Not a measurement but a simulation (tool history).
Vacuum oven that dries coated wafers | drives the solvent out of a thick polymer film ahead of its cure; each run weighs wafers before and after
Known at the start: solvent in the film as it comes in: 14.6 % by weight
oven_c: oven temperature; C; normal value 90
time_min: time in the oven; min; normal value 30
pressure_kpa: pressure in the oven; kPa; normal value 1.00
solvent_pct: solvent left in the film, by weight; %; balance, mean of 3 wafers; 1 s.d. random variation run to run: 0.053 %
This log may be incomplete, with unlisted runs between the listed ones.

{"run": 1, "day": 0.0, "oven_c": 90, "time_min": 30, "pressure_kpa": 1.0, "solvent_pct": 2.08}
{"run": 2, "day": 0.638, "oven_c": 90, "time_min": 30, "pressure_kpa": 3.18, "solvent_pct": 5.01}
{"run": 3, "day": 1.171, "oven_c": 90, "time_min": 30, "pressure_kpa": 3.18, "solvent_pct": 5.21}
{"run": 4, "day": 1.7, "oven_c": 90, "time_min": 30, "pressure_kpa": 3.18, "solvent_pct": 5.1}
{"run": 5, "day": 2.488, "oven_c": 90, "time_min": 30, "pressure_kpa": 3.18, "solvent_pct": 5.08}
{"run": 6, "day": 3.125, "oven_c": 90, "time_min": 42, "pressure_kpa": 3.18, "solvent_pct": 4.88}
{"run": 7, "day": 3.921, "oven_c": 90, "time_min": 42, "pressure_kpa": 3.18, "solvent_pct": 4.96}
{"run": 8, "day": 4.833, "oven_c": 90, "time_min": 42, "pressure_kpa": 3.18, "solvent_pct": 4.85}
{"run": 9, "day": 5.725, "oven_c": 101, "time_min": 30, "pressure_kpa": 1.0, "solvent_pct": 1.27}
{"run": 10, "day": 6.683, "oven_c": 101, "time_min": 30, "pressure_kpa": 1.0, "solvent_pct": 1.26}
{"run": 11, "day": 7.242, "oven_c": 90, "time_min": 30, "pressure_kpa": 1.0, "solvent_pct": 2.17}
{"run": 12, "day": 7.712, "oven_c": 90, "time_min": 30, "pressure_kpa": 1.0, "solvent_pct": 2.16}
{"run": 13, "day": 8.279, "oven_c": 90, "time_min": 30, "pressure_kpa": 1.0, "solvent_pct": 2.2}
{"run": 14, "day": 9.108, "oven_c": 90, "time_min": 30, "pressure_kpa": 1.0, "solvent_pct": 2.16}
{"run": 15, "day": 10.054, "oven_c": 90, "time_min": 30, "pressure_kpa": 1.0, "solvent_pct": 2.2}
{"run": 16, "day": 10.925, "oven_c": 90, "time_min": 30, "pressure_kpa": 1.0, "solvent_pct": 2.05}
{"run": 17, "day": 11.85, "oven_c": 75, "time_min": 30, "pressure_kpa": 1.0, "solvent_pct": 5.05}
{"run": 18, "day": 12.333, "oven_c": 90, "time_min": 30, "pressure_kpa": 1.0, "solvent_pct": 2.15}
{"run": 19, "day": 12.854, "oven_c": 90, "time_min": 30, "pressure_kpa": 1.17, "solvent_pct": 2.54}
{"run": 20, "day": 13.775, "oven_c": 90, "time_min": 30, "pressure_kpa": 1.17, "solvent_pct": 2.46}
{"run": 21, "day": 14.462, "oven_c": 94, "time_min": 30, "pressure_kpa": 1.0, "solvent_pct": 1.79}
{"run": 22, "day": 14.854, "oven_c": 94, "time_min": 30, "pressure_kpa": 1.0, "solvent_pct": 1.72}
{"run": 23, "day": 15.521, "oven_c": 94, "time_min": 30, "pressure_kpa": 1.0, "solvent_pct": 1.73}
{"run": 24, "day": 15.95, "oven_c": 94, "time_min": 30, "pressure_kpa": 1.0, "solvent_pct": 1.78}
{"run": 25, "day": 16.367, "oven_c": 96, "time_min": 22, "pressure_kpa": 1.59, "solvent_pct": 2.52}
{"run": 26, "day": 16.912, "oven_c": 96, "time_min": 22, "pressure_kpa": 1.59, "solvent_pct": 2.54}
{"run": 27, "day": 17.412, "oven_c": 90, "time_min": 39, "pressure_kpa": 1.19, "solvent_pct": 2.38}
{"run": 28, "day": 17.833, "oven_c": 90, "time_min": 39, "pressure_kpa": 1.19, "solvent_pct": 2.23}
{"run": 29, "day": 18.425, "oven_c": 93, "time_min": 19, "pressure_kpa": 0.63, "solvent_pct": 2.1}
{"run": 30, "day": 19.229, "oven_c": 93, "time_min": 39, "pressure_kpa": 1.0, "solvent_pct": 1.71}
{"run": 31, "day": 19.933, "oven_c": 93, "time_min": 39, "pressure_kpa": 1.0, "solvent_pct": 1.74}
{"run": 32, "day": 20.421, "oven_c": 89, "time_min": 39, "pressure_kpa": 3.79, "solvent_pct": 6.12}
{"run": 33, "day": 20.988, "oven_c": 91, "time_min": 35, "pressure_kpa": 3.79, "solvent_pct": 5.7}
{"run": 34, "day": 21.779, "oven_c": 91, "time_min": 35, "pressure_kpa": 3.79, "solvent_pct": 5.61}
{"run": 35, "day": 22.567, "oven_c": 90, "time_min": 35, "pressure_kpa": 1.0, "solvent_pct": 2.12}
{"run": 36, "day": 23.142, "oven_c": 76, "time_min": 35, "pressure_kpa": 1.72, "solvent_pct": 6.08}
{"run": 37, "day": 24.092, "oven_c": 97, "time_min": 33, "pressure_kpa": 0.59, "solvent_pct": 1.08}
{"run": 38, "day": 24.883, "oven_c": 97, "time_min": 33, "pressure_kpa": 0.59, "solvent_pct": 1.1}
{"run": 39, "day": 25.512, "oven_c": 97, "time_min": 33, "pressure_kpa": 0.59, "solvent_pct": 1.04}
{"run": 40, "day": 26.354, "oven_c": 97, "time_min": 33, "pressure_kpa": 0.59, "solvent_pct": 1.06}
{"run": 41, "day": 27.096, "oven_c": 97, "time_min": 33, "pressure_kpa": 0.59, "solvent_pct": 1.05}
{"run": 42, "day": 27.779, "oven_c": 97, "time_min": 33, "pressure_kpa": 0.59, "solvent_pct": 1.22}
{"run": 43, "day": 28.242, "oven_c": 97, "time_min": 33, "pressure_kpa": 0.59, "solvent_pct": 1.07}
{"run": 44, "day": 28.783, "oven_c": 86, "time_min": 30, "pressure_kpa": 0.76, "solvent_pct": 2.4}
{"run": 45, "day": 29.304, "oven_c": 86, "time_min": 30, "pressure_kpa": 0.76, "solvent_pct": 2.37}
{"run": 46, "day": 30.162, "oven_c": 86, "time_min": 30, "pressure_kpa": 0.76, "solvent_pct": 2.58}
{"run": 47, "day": 30.667, "oven_c": 85, "time_min": 28, "pressure_kpa": 1.07, "solvent_pct": 3.23}

Forecast each of these 3 alternatives for the next run:
{"run": "A", "day": 31.429, "oven_c": 82, "time_min": 26, "pressure_kpa": 1.01, "solvent_pct": "?"}
{"run": "B", "day": 31.429, "oven_c": 95, "time_min": 30, "pressure_kpa": 1.0, "solvent_pct": "?"}
{"run": "C", "day": 31.429, "oven_c": 82, "time_min": 25, "pressure_kpa": 1.85, "solvent_pct": "?"}

run=A solvent_pct=3.94
run=B solvent_pct=1.74
run=C solvent_pct=5.49
Had the tool no hidden state, the same runs would have come out as:
run=A solvent_pct=3.42
run=B solvent_pct=1.33
run=C solvent_pct=5.01
